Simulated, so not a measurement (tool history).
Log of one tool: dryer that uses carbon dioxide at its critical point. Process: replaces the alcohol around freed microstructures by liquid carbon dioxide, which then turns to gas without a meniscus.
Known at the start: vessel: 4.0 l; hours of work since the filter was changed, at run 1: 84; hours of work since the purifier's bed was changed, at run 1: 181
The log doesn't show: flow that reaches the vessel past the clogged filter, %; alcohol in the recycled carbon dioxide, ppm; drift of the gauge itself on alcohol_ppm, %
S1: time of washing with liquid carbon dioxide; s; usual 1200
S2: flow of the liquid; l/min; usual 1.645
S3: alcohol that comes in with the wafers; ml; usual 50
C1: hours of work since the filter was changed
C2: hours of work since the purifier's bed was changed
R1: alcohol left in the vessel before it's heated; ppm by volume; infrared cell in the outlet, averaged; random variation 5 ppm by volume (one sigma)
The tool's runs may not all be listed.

run,day,S1,S2,S3,C1,C2,R1
1,0,1200,1.645,50,84,181,21
2,0.312,1140,1.645,50,90,187,25
3,0.717,1140,1.645,50,97,194,31
4,1.146,1020,1.645,50,105,202,40
5,1.633,1200,1.12,50,114,211,77
6,2.262,1200,1.645,50,126,223,21
7,2.558,1200,1.645,50,131,229,25
8,3.254,1200,1.645,50,144,242,31
9,3.912,1200,1.645,50,157,254,24
10,4.546,1200,1.645,50,168,266,43
11,4.996,1200,1.645,50,177,274,38
12,5.7,900,1.26,50,190,287,175
13,6.083,900,1.23,46,197,294,176
14,6.779,900,1.645,45,210,307,68
15,7.2,1860,1.45,50,218,315,27

Forecast run 16:
16,7.512,1860,1.45,50,224,321,?

Run 16 gave R1 22 ppm by volume.
Without the tool's hidden state the same run would have given R1 0 ppm by volume.
